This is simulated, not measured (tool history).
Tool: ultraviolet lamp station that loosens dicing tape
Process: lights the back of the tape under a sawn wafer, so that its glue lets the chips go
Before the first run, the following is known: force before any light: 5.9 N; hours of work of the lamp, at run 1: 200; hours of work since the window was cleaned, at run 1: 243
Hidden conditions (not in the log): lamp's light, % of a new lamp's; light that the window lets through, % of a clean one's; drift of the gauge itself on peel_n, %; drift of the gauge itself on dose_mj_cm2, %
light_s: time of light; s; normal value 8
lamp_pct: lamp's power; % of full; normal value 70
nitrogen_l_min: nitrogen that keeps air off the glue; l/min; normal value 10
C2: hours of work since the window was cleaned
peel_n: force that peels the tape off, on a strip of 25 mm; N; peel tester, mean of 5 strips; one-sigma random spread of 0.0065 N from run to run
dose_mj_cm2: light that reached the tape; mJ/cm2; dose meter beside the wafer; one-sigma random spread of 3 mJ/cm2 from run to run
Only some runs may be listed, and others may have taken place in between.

run 1 hour=0 | light_s=8 lamp_pct=70 nitrogen_l_min=10 | hours_of_work_of_the_lamp=200 C2=243 | peel_n=0.322 dose_mj_cm2=368
run 2 hour=66.6 | light_s=8 lamp_pct=70 nitrogen_l_min=10 | hours_of_work_of_the_lamp=232 C2=275 | peel_n=0.334 dose_mj_cm2=360
-- hour=107.7 window cleaned of glue's vapour
run 3 hour=119.2 | light_s=8 lamp_pct=70 nitrogen_l_min=10 | hours_of_work_of_the_lamp=257 C2=6 | peel_n=0.247 dose_mj_cm2=404
run 4 hour=182.5 | light_s=8 lamp_pct=70 nitrogen_l_min=10 | hours_of_work_of_the_lamp=288 C2=36 | peel_n=0.266 dose_mj_cm2=401
run 5 hour=229.2 | light_s=8 lamp_pct=70 nitrogen_l_min=10 | hours_of_work_of_the_lamp=310 C2=58 | peel_n=0.268 dose_mj_cm2=394
run 6 hour=269.3 | light_s=12 lamp_pct=70 nitrogen_l_min=10 | hours_of_work_of_the_lamp=330 C2=78 | peel_n=0.107 dose_mj_cm2=586
run 7 hour=324.8 | light_s=12 lamp_pct=70 nitrogen_l_min=10 | hours_of_work_of_the_lamp=356 C2=105 | peel_n=0.119 dose_mj_cm2=570
run 8 hour=371 | light_s=12 lamp_pct=70 nitrogen_l_min=18 | hours_of_work_of_the_lamp=379 C2=127 | peel_n=0.088 dose_mj_cm2=557
run 9 hour=432.7 | light_s=8 lamp_pct=99 nitrogen_l_min=10 | hours_of_work_of_the_lamp=408 C2=156 | peel_n=0.147 dose_mj_cm2=523
run 10 hour=476.5 | light_s=8 lamp_pct=96 nitrogen_l_min=10 | hours_of_work_of_the_lamp=429 C2=178 | peel_n=0.161 dose_mj_cm2=492
run 11 hour=510.7 | light_s=8 lamp_pct=96 nitrogen_l_min=10 | hours_of_work_of_the_lamp=446 C2=194 | peel_n=0.164 dose_mj_cm2=485
run 12 hour=550.7 | light_s=8 lamp_pct=96 nitrogen_l_min=10 | hours_of_work_of_the_lamp=465 C2=213 | peel_n=0.171 dose_mj_cm2=478
run 13 hour=589.3 | light_s=8 lamp_pct=96 nitrogen_l_min=10 | hours_of_work_of_the_lamp=484 C2=232 | peel_n=0.172 dose_mj_cm2=473
run 14 hour=654.9 | light_s=8 lamp_pct=70 nitrogen_l_min=10 | hours_of_work_of_the_lamp=515 C2=263 | peel_n=0.418 dose_mj_cm2=333
run 15 hour=708.7 | light_s=8 lamp_pct=70 nitrogen_l_min=10 | hours_of_work_of_the_lamp=541 C2=289 | peel_n=0.429 dose_mj_cm2=328
-- hour=717.5 window cleaned of glue's vapour
run 16 hour=770.7 | light_s=8 lamp_pct=70 nitrogen_l_min=10 | hours_of_work_of_the_lamp=571 C2=26 | peel_n=0.32 dose_mj_cm2=372
run 17 hour=835.6 | light_s=8 lamp_pct=70 nitrogen_l_min=10 | hours_of_work_of_the_lamp=602 C2=57 | peel_n=0.346 dose_mj_cm2=357
run 18 hour=885.6 | light_s=8 lamp_pct=70 nitrogen_l_min=10 | hours_of_work_of_the_lamp=626 C2=81 | peel_n=0.378 dose_mj_cm2=360
run 19 hour=924.2 | light_s=5 lamp_pct=70 nitrogen_l_min=10 | hours_of_work_of_the_lamp=645 C2=99 | peel_n=1 dose_mj_cm2=220
run 20 hour=960 | light_s=5 lamp_pct=70 nitrogen_l_min=10 | hours_of_work_of_the_lamp=662 C2=117 | peel_n=1.045 dose_mj_cm2=218
run 21 hour=997.1 | light_s=8 lamp_pct=70 nitrogen_l_min=3 | hours_of_work_of_the_lamp=680 C2=135 | peel_n=0.906 dose_mj_cm2=338
run 22 hour=1060.8 | light_s=14 lamp_pct=70 nitrogen_l_min=15 | hours_of_work_of_the_lamp=710 C2=165 | peel_n=0.098 dose_mj_cm2=577
run 23 hour=1090.8 | light_s=7 lamp_pct=63 nitrogen_l_min=10 | hours_of_work_of_the_lamp=725 C2=180 | peel_n=0.715 dose_mj_cm2=257
run 24 hour=1131 | light_s=7 lamp_pct=63 nitrogen_l_min=10 | hours_of_work_of_the_lamp=744 C2=199 | peel_n=0.776 dose_mj_cm2=249
run 25 hour=1188.4 | light_s=8 lamp_pct=81 nitrogen_l_min=11 | hours_of_work_of_the_lamp=772 C2=227 | peel_n=0.327 dose_mj_cm2=359
run 26 hour=1215.3 | light_s=8 lamp_pct=81 nitrogen_l_min=11 | hours_of_work_of_the_lamp=785 C2=240 | peel_n=0.327 dose_mj_cm2=355
run 27 hour=1251.2 | light_s=8 lamp_pct=81 nitrogen_l_min=11 | hours_of_work_of_the_lamp=802 C2=257 | peel_n=0.345 dose_mj_cm2=351
run 28 hour=1281.4 | light_s=8 lamp_pct=81 nitrogen_l_min=11 | hours_of_work_of_the_lamp=817 C2=271 | peel_n=0.349 dose_mj_cm2=345
-- hour=1327.1 window cleaned of glue's vapour
run 29 hour=1342.3 | light_s=7 lamp_pct=81 nitrogen_l_min=13 | hours_of_work_of_the_lamp=846 C2=7 | peel_n=0.323 dose_mj_cm2=351
run 30 hour=1401 | light_s=8 lamp_pct=72 nitrogen_l_min=5 | hours_of_work_of_the_lamp=874 C2=36 | peel_n=0.618 dose_mj_cm2=345
run 31 hour=1446.9 | light_s=9 lamp_pct=68 nitrogen_l_min=10 | hours_of_work_of_the_lamp=896 C2=58 | peel_n=0.355 dose_mj_cm2=361
run 32 hour=1485.8 | light_s=9 lamp_pct=68 nitrogen_l_min=10 | hours_of_work_of_the_lamp=915 C2=76 | peel_n=0.359 dose_mj_cm2=352
run 33 hour=1528.4 | light_s=9 lamp_pct=68 nitrogen_l_min=10 | hours_of_work_of_the_lamp=935 C2=97 | peel_n=0.373 dose_mj_cm2=351
run 34 hour=1562.4 | light_s=4 lamp_pct=71 nitrogen_l_min=8 | hours_of_work_of_the_lamp=952 C2=113 | peel_n=1.788 dose_mj_cm2=161
run 35 hour=1599.3 | light_s=4 lamp_pct=71 nitrogen_l_min=8 | hours_of_work_of_the_lamp=969 C2=131 | peel_n=1.724 dose_mj_cm2=160
run 36 hour=1659.7 | light_s=4 lamp_pct=71 nitrogen_l_min=8 | hours_of_work_of_the_lamp=999 C2=160 | peel_n=1.804 dose_mj_cm2=154
run 37 hour=1692.7 | light_s=4 lamp_pct=71 nitrogen_l_min=8 | hours_of_work_of_the_lamp=1014 C2=176 | peel_n=1.919 dose_mj_cm2=150
run 38 hour=1754.5 | light_s=8 lamp_pct=66 nitrogen_l_min=10 | hours_of_work_of_the_lamp=1044 C2=206 | peel_n=0.636 dose_mj_cm2=276
run 39 hour=1795.8 | light_s=15 lamp_pct=65 nitrogen_l_min=10 | hours_of_work_of_the_lamp=1064 C2=226 | peel_n=0.149 dose_mj_cm2=495
run 40 hour=1827.6 | light_s=8 lamp_pct=65 nitrogen_l_min=8 | hours_of_work_of_the_lamp=1079 C2=241 | peel_n=0.816 dose_mj_cm2=259
run 41 hour=1856.9 | light_s=8 lamp_pct=65 nitrogen_l_min=8 | hours_of_work_of_the_lamp=1093 C2=255 | peel_n=0.811 dose_mj_cm2=257
run 42 hour=1895.1 | light_s=12 lamp_pct=76 nitrogen_l_min=12 | hours_of_work_of_the_lamp=1112 C2=273 | peel_n=0.19 dose_mj_cm2=445

Consider 4 possible next runs. They are alternatives, not a sequence: every one starts from the tool as it was left by run 42. What does each give?
-- hour=1939.4 window cleaned of glue's vapour
run A hour=1954.5 | light_s=12 lamp_pct=68 nitrogen_l_min=6 | hours_of_work_of_the_lamp=1140 C2=7 | peel_n=? dose_mj_cm2=?
-- hour=1939.4 window cleaned of glue's vapour
run B hour=1954.5 | light_s=12 lamp_pct=75 nitrogen_l_min=12 | hours_of_work_of_the_lamp=1140 C2=7 | peel_n=? dose_mj_cm2=?
-- hour=1939.4 window cleaned of glue's vapour
run C hour=1954.5 | light_s=6 lamp_pct=76 nitrogen_l_min=3 | hours_of_work_of_the_lamp=1140 C2=7 | peel_n=? dose_mj_cm2=?
-- hour=1939.4 window cleaned of glue's vapour
run D hour=1954.5 | light_s=13 lamp_pct=91 nitrogen_l_min=4 | hours_of_work_of_the_lamp=1140 C2=7 | peel_n=? dose_mj_cm2=?

run=A peel_n=0.296 dose_mj_cm2=454
run=B peel_n=0.135 dose_mj_cm2=500
run=C peel_n=1.461 dose_mj_cm2=251
run=D peel_n=0.169 dose_mj_cm2=646
The same runs, with their run-to-run variation unchanged, on a tool lacking any hidden condition would have given:
run=A peel_n=0.123 dose_mj_cm2=652
run=B peel_n=0.075 dose_mj_cm2=718
run=C peel_n=0.813 dose_mj_cm2=361
run=D peel_n=0.088 dose_mj_cm2=931

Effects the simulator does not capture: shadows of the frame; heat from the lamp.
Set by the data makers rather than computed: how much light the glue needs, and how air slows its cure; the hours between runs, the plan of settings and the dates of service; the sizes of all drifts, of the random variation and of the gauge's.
